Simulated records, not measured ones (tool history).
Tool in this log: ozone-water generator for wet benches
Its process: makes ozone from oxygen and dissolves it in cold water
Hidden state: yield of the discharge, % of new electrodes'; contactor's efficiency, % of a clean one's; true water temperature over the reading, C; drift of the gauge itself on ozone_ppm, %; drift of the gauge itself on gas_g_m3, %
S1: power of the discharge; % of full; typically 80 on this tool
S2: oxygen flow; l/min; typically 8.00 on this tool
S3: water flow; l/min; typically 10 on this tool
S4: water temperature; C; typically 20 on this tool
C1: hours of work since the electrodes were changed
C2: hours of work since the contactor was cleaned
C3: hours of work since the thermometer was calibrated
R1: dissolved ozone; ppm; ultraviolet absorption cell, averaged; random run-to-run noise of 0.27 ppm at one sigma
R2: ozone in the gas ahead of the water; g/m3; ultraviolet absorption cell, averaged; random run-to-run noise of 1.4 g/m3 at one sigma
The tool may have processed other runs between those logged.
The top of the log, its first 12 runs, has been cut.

{"run": 13, "hour": 456.3, "S1": 80, "S2": 8.0, "S3": 10, "S4": 20, "C1": 659, "C2": 3387, "C3": 3230, "R1": 37.5, "R2": 248.3}
{"run": 14, "hour": 478.5, "S1": 80, "S2": 8.0, "S3": 10, "S4": 20, "C1": 675, "C2": 3404, "C3": 3247, "R1": 37.5, "R2": 250.1}
{"run": 15, "hour": 514.4, "S1": 80, "S2": 8.0, "S3": 10, "S4": 20, "C1": 703, "C2": 3431, "C3": 3274, "R1": 37.8, "R2": 247.2}
{"run": 16, "hour": 538.3, "S1": 80, "S2": 7.68, "S3": 10, "S4": 20, "C1": 721, "C2": 3449, "C3": 3292, "R1": 37.7, "R2": 253.0}
{"run": 17, "hour": 561.5, "S1": 80, "S2": 8.0, "S3": 10, "S4": 14, "C1": 738, "C2": 3467, "C3": 3310, "R1": 43.0, "R2": 247.4}
{"run": 18, "hour": 610.5, "S1": 95, "S2": 11.34, "S3": 11, "S4": 13, "C1": 775, "C2": 3504, "C3": 3347, "R1": 46.1, "R2": 247.9}
{"run": 19, "hour": 657.4, "S1": 85, "S2": 5.93, "S3": 14, "S4": 27, "C1": 811, "C2": 3540, "C3": 3382, "R1": 27.4, "R2": 296.6}
{"run": 20, "hour": 694.6, "S1": 43, "S2": 9.39, "S3": 9, "S4": 12, "C1": 839, "C2": 3568, "C3": 3410, "R1": 27.7, "R2": 135.8}
{"hour": 724.2, "done": "water thermometer calibrated"}
{"run": 21, "hour": 731.7, "S1": 43, "S2": 9.39, "S3": 9, "S4": 12, "C1": 867, "C2": 3596, "C3": 6, "R1": 27.8, "R2": 135.6}
{"run": 22, "hour": 778.5, "S1": 80, "S2": 4.72, "S3": 10, "S4": 20, "C1": 902, "C2": 3631, "C3": 41, "R1": 39.7, "R2": 308.5}
{"run": 23, "hour": 801.0, "S1": 83, "S2": 8.0, "S3": 10, "S4": 20, "C1": 919, "C2": 3648, "C3": 58, "R1": 38.8, "R2": 256.9}
{"run": 24, "hour": 828.6, "S1": 75, "S2": 4.57, "S3": 10, "S4": 20, "C1": 940, "C2": 3669, "C3": 79, "R1": 36.7, "R2": 295.5}
{"run": 25, "hour": 861.6, "S1": 50, "S2": 4.57, "S3": 10, "S4": 23, "C1": 965, "C2": 3694, "C3": 104, "R1": 25.0, "R2": 208.0}
{"run": 26, "hour": 901.2, "S1": 50, "S2": 4.57, "S3": 10, "S4": 23, "C1": 995, "C2": 3724, "C3": 134, "R1": 24.7, "R2": 207.9}
{"run": 27, "hour": 930.7, "S1": 50, "S2": 12.14, "S3": 14, "S4": 18, "C1": 1018, "C2": 3747, "C3": 157, "R1": 19.5, "R2": 137.2}
{"run": 28, "hour": 982.7, "S1": 50, "S2": 12.14, "S3": 14, "S4": 18, "C1": 1057, "C2": 3786, "C3": 196, "R1": 19.2, "R2": 136.8}
{"run": 29, "hour": 1016.5, "S1": 50, "S2": 11.54, "S3": 15, "S4": 18, "C1": 1083, "C2": 3812, "C3": 221, "R1": 18.7, "R2": 141.2}
{"run": 30, "hour": 1045.3, "S1": 50, "S2": 11.54, "S3": 15, "S4": 18, "C1": 1105, "C2": 3833, "C3": 243, "R1": 18.4, "R2": 139.7}
{"run": 31, "hour": 1096.4, "S1": 50, "S2": 11.54, "S3": 15, "S4": 18, "C1": 1143, "C2": 3872, "C3": 282, "R1": 18.5, "R2": 140.3}
{"run": 32, "hour": 1119.8, "S1": 80, "S2": 8.79, "S3": 12, "S4": 15, "C1": 1161, "C2": 3890, "C3": 300, "R1": 36.1, "R2": 234.3}
{"run": 33, "hour": 1162.7, "S1": 80, "S2": 8.79, "S3": 12, "S4": 15, "C1": 1194, "C2": 3922, "C3": 332, "R1": 35.7, "R2": 234.1}
{"run": 34, "hour": 1211.3, "S1": 80, "S2": 8.79, "S3": 12, "S4": 15, "C1": 1230, "C2": 3959, "C3": 369, "R1": 35.5, "R2": 233.4}

Below are 3 alternative next runs, each starting from the tool's condition after run 34. Predict each:
{"run": "A", "hour": 1248.0, "S1": 80, "S2": 13.24, "S3": 12, "S4": 23, "C1": 1258, "C2": 3987, "C3": 397, "R1": "?", "R2": "?"}
{"run": "B", "hour": 1248.0, "S1": 96, "S2": 8.0, "S3": 10, "S4": 26, "C1": 1258, "C2": 3987, "C3": 397, "R1": "?", "R2": "?"}
{"run": "C", "hour": 1248.0, "S1": 45, "S2": 8.79, "S3": 12, "S4": 15, "C1": 1258, "C2": 3987, "C3": 397, "R1": "?", "R2": "?"}

run=A R1=27.6 R2=196.5
run=B R1=36.9 R2=284.0
run=C R1=21.8 R2=144.0
Without the tool's hidden state the same runs would have given:
run=A R1=31.3 R2=206.9
run=B R1=41.8 R2=301.2
run=C R1=24.1 R2=148.1
